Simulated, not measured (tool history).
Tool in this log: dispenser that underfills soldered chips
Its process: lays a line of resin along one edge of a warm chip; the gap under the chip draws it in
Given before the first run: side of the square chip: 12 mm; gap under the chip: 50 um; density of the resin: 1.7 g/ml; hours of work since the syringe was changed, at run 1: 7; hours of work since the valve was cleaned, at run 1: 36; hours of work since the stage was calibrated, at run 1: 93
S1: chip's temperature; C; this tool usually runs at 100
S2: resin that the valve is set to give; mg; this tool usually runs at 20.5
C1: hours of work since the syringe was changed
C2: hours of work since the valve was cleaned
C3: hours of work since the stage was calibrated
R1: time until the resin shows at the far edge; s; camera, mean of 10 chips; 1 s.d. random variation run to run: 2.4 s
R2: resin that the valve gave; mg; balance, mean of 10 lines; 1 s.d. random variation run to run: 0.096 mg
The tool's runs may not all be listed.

run    day   S1    S2  C1  C2   C3     R1     R2
  1  0.000  100  20.5   7  36   93  382.1  20.20
  2  0.238  100  20.5  10  40   96  468.3  20.02
     0.275  -- new syringe of resin
  3  0.467  100  20.5   3  43   99  288.4  19.79
  4  0.667  100  20.5   6  46  102  352.8  19.91
  5  0.804  100  20.5   8  48  104  400.3  19.99
  6  0.954  100  20.5  10  50  106  447.7  19.74
     1.017  -- new syringe of resin
  7  1.208  100  20.5   3  54  110  292.1  19.99
  8  1.329  100  20.5   5  56  112  319.4  19.95
  9  1.554   88  20.5   8  59  115  681.3  19.66
 10  1.683  100  20.5  10  61  117  443.9  19.74
     1.779  -- new syringe of resin
 11  1.850  102  21.4   1  63  119  235.7  20.71
 12  2.033  110  23.8   4  66  122  200.7  22.83
 13  2.271  100  18.7   7  69  125  384.5  17.79
 14  2.442  100  22.8  10  72  128  439.7  21.83
     2.525  -- new syringe of resin
 15  2.700  110  20.9   3  75  131  188.6  19.95
 16  2.854  105  23.1   5  78  134  266.8  22.01
 17  2.975   95  24.0   7  79  135  459.2  22.59
 18  3.183   95  24.0  10  82  138  544.1  22.72
     3.279  -- new syringe of resin
 19  3.458  104  19.8   3  86  142  239.7  18.76

Alternative continuations, all from the tool just after run 19; predict every row:
  A  3.667  108  24.3   6  89  145   ?   ?
  B  3.667  105  20.5   6  89  145   ?   ?
  C  3.667  103  22.4   6  89  145   ?   ?

run     R1     R2
  A  240.2  22.84
  B  274.1  19.50
  C  295.9  21.01
Had the tool no hidden state, the same runs would have come out as:
run     R1     R2
  A  170.8  24.17
  B  194.2  20.64
  C  210.2  22.24
